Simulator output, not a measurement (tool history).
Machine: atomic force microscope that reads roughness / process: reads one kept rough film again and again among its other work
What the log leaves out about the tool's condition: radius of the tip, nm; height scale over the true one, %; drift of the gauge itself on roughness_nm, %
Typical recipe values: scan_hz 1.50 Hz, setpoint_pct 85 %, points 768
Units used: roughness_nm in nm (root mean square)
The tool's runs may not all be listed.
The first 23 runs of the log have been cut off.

| run | hour | scan_hz | setpoint_pct | points | pictures with this tip | hours of work since the height scale was calibrated | roughness_nm |
|---|---|---|---|---|---|---|---|
|  | 1047.0 | new tip fitted |
| 24 | 1074.4 | 2.83 | 68 | 768 | 45 | 31 | 1.940 |
| 25 | 1115.5 | 1.56 | 63 | 768 | 112 | 55 | 1.911 |
| 26 | 1168.5 | 1.56 | 63 | 768 | 198 | 86 | 1.759 |
|  | 1187.5 | new tip fitted |
| 27 | 1230.6 | 1.50 | 86 | 768 | 70 | 121 | 1.849 |
| 28 | 1276.9 | 1.50 | 86 | 768 | 145 | 148 | 1.695 |
| 29 | 1322.7 | 1.50 | 86 | 768 | 220 | 174 | 1.587 |
|  | 1326.6 | new tip fitted |
| 30 | 1355.2 | 0.74 | 86 | 651 | 47 | 193 | 2.018 |
| 31 | 1392.6 | 1.49 | 71 | 785 | 107 | 214 | 1.883 |
| 32 | 1443.6 | 3.51 | 57 | 608 | 190 | 244 | 1.737 |
|  | 1466.1 | new tip fitted |
| 33 | 1490.1 | 1.13 | 62 | 768 | 39 | 270 | 2.118 |
| 34 | 1529.0 | 0.88 | 85 | 768 | 102 | 293 | 1.886 |

3 options for the next run, each taken on its own from the tool as it stands now. Forecast them:
| A | 1583.6 | 1.08 | 80 | 955 | 191 | 324 | ? |
| B | 1583.6 | 1.63 | 85 | 768 | 191 | 324 | ? |
| C | 1583.6 | 1.16 | 79 | 412 | 191 | 324 | ? |

| run | roughness_nm |
|---|---|
| A | 1.737 |
| B | 1.647 |
| C | 1.709 |
With no hidden state in the tool, these same runs would have given:
| run | roughness_nm |
|---|---|
| A | 2.122 |
| B | 2.012 |
| C | 2.090 |

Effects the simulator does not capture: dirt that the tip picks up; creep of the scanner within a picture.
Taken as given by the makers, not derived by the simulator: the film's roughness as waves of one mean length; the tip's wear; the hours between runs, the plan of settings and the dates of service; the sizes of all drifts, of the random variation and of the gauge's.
